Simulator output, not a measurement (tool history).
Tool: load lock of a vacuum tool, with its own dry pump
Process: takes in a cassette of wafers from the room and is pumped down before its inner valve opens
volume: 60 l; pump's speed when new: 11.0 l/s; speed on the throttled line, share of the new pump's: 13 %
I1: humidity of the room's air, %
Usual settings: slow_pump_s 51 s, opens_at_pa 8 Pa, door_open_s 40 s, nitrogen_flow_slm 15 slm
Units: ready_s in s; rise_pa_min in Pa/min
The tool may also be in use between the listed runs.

Run 1, day 0: usual settings; I1 45.4. Result: ready_s 104.8 s, rise_pa_min 0.021 Pa/min.
Run 2, day 5.208: usual settings; I1 42.9. Result: ready_s 104.8 s, rise_pa_min 0.027 Pa/min.
Run 3, day 9.425: usual settings but nitrogen_flow_slm 37 slm; I1 45.5. Result: ready_s 104.1 s, rise_pa_min 0.011 Pa/min.
Run 4, day 12.858: usual settings but door_open_s 101 s; I1 46.2. Result: ready_s 104.2 s, rise_pa_min 0.029 Pa/min.
Run 5, day 16.646: usual settings but slow_pump_s 46 s; I1 47.4. Result: ready_s 99.7 s, rise_pa_min 0.029 Pa/min.
Run 6, day 20.129: usual settings but slow_pump_s 46 s; I1 46.1. Result: ready_s 101.9 s, rise_pa_min 0.026 Pa/min.
Run 7, day 25.071: usual settings but slow_pump_s 46 s; I1 47.1. Result: ready_s 101.5 s, rise_pa_min 0.026 Pa/min.
Run 8, day 28.85: usual settings but slow_pump_s 46 s; I1 43.8. Result: ready_s 100.1 s, rise_pa_min 0.028 Pa/min.
Run 9, day 31.954: usual settings but slow_pump_s 46 s; I1 42.4. Result: ready_s 100.8 s, rise_pa_min 0.024 Pa/min.
At day 38.6: dry pump taken out, an overhauled one fitted.
Run 10, day 38.6: usual settings but slow_pump_s 46 s; I1 46.4. Result: ready_s 93.2 s, rise_pa_min 0.029 Pa/min.
Run 11, day 41.862: usual settings but slow_pump_s 35 s; I1 42.7. Result: ready_s 82.4 s, rise_pa_min 0.026 Pa/min.
Run 12, day 46.212: usual settings but slow_pump_s 35 s; I1 43.2. Result: ready_s 83.3 s, rise_pa_min 0.022 Pa/min.
Run 13, day 49.438: usual settings but slow_pump_s 35 s; I1 43.7. Result: ready_s 83.6 s, rise_pa_min 0.032 Pa/min.
Run 14, day 54.304: usual settings but slow_pump_s 35 s; I1 46.2. Result: ready_s 82.1 s, rise_pa_min 0.035 Pa/min.
Run 15, day 60.612: usual settings but slow_pump_s 26 s; I1 45.5. Result: ready_s 75.6 s, rise_pa_min 0.03 Pa/min.
Run 16, day 63.571: usual settings but slow_pump_s 26 s; I1 45.3. Result: ready_s 75.7 s, rise_pa_min 0.036 Pa/min.
Run 17, day 69.308: usual settings; I1 45.5. Result: ready_s 97.3 s, rise_pa_min 0.038 Pa/min.
Run 18, day 72.7: usual settings; I1 43.3. Result: ready_s 98.6 s, rise_pa_min 0.034 Pa/min.
Run 19, day 77.029: usual settings; I1 42.7. Result: ready_s 97.6 s, rise_pa_min 0.033 Pa/min.
Run 20, day 79.979: usual settings but opens_at_pa 9 Pa; I1 44.6. Result: ready_s 96.5 s, rise_pa_min 0.033 Pa/min.
Run 21, day 84.575: usual settings but opens_at_pa 9 Pa; I1 43.9. Result: ready_s 98.4 s, rise_pa_min 0.037 Pa/min.
Run 22, day 89.088: usual settings but opens_at_pa 9 Pa; I1 45.1. Result: ready_s 97.2 s, rise_pa_min 0.028 Pa/min.
Run 23, day 95.267: usual settings but opens_at_pa 9 Pa, door_open_s 94 s, nitrogen_flow_slm 19 slm; I1 44.7. Result: ready_s 96.5 s, rise_pa_min 0.041 Pa/min.
Run 24, day 101.525: usual settings but slow_pump_s 65 s, door_open_s 98 s, nitrogen_flow_slm 8 slm; I1 45.4. Result: ready_s 110.9 s, rise_pa_min 0.054 Pa/min.
Run 25, day 105.796: usual settings but slow_pump_s 65 s, door_open_s 28 s, nitrogen_flow_slm 8 slm; I1 46.2. Result: ready_s 109.4 s, rise_pa_min 0.045 Pa/min.
Run 26, day 108.692: usual settings but slow_pump_s 65 s, opens_at_pa 14 Pa, door_open_s 28 s, nitrogen_flow_slm 6 slm; I1 47.9. Result: ready_s 107 s, rise_pa_min 0.046 Pa/min.
Run 27, day 114.529: usual settings but slow_pump_s 44 s, opens_at_pa 7 Pa, door_open_s 68 s, nitrogen_flow_slm 9 slm; I1 43.9. Result: ready_s 92.8 s, rise_pa_min 0.046 Pa/min.
Run 28, day 117.496: usual settings but opens_at_pa 9 Pa; I1 43.3. Result: ready_s 97.4 s, rise_pa_min 0.042 Pa/min.
Run 29, day 122.871: usual settings but slow_pump_s 45 s, opens_at_pa 12 Pa, door_open_s 42 s; I1 43.3. Result: ready_s 89.9 s, rise_pa_min 0.038 Pa/min.
Run 30, day 128.879: usual settings but slow_pump_s 35 s, door_open_s 32 s, nitrogen_flow_slm 7 slm; I1 45.8. Result: ready_s 84.3 s, rise_pa_min 0.047 Pa/min.
Run 31, day 132.192: usual settings but slow_pump_s 35 s, door_open_s 32 s, nitrogen_flow_slm 7 slm; I1 44. Result: ready_s 84.4 s, rise_pa_min 0.053 Pa/min.
Run 32, day 135.538: usual settings but slow_pump_s 35 s, door_open_s 62 s, nitrogen_flow_slm 30 slm; I1 45.2. Result: ready_s 84.7 s, rise_pa_min 0.042 Pa/min.
Run 33, day 138.392: usual settings but opens_at_pa 14 Pa, door_open_s 34 s, nitrogen_flow_slm 45 slm; I1 48. Result: ready_s 95.3 s, rise_pa_min 0.039 Pa/min.
Run 34, day 142.754: usual settings but slow_pump_s 70 s, opens_at_pa 13 Pa, door_open_s 34 s, nitrogen_flow_slm 24 slm; I1 46.3. Result: ready_s 111.2 s, rise_pa_min 0.051 Pa/min.
Run 35, day 149.042: usual settings but door_open_s 83 s; I1 43.7. Result: ready_s 98.2 s, rise_pa_min 0.053 Pa/min.
Run 36, day 153.646: usual settings but opens_at_pa 11 Pa; I1 47.9. Result: ready_s 98.2 s, rise_pa_min 0.055 Pa/min.

Forecast each of these 3 alternatives for the next run:
Run A, day 158.512: usual settings but slow_pump_s 34 s, nitrogen_flow_slm 18 slm; I1 41.8. Result: ready_s ?, rise_pa_min ?.
Run B, day 158.512: usual settings but opens_at_pa 11 Pa, door_open_s 108 s, nitrogen_flow_slm 34 slm; I1 44.4. Result: ready_s ?, rise_pa_min ?.
Run C, day 158.512: usual settings but slow_pump_s 88 s, opens_at_pa 11 Pa, door_open_s 36 s, nitrogen_flow_slm 5 slm; I1 46. Result: ready_s ?, rise_pa_min ?.

run  ready_s  rise_pa_min
  A     83.9        0.049
  B       98        0.049
  C    129.5        0.058
Without the tool's hidden state the same runs would have given:
run  ready_s  rise_pa_min
  A     81.2        0.015
  B     95.7        0.016
  C    127.4        0.024
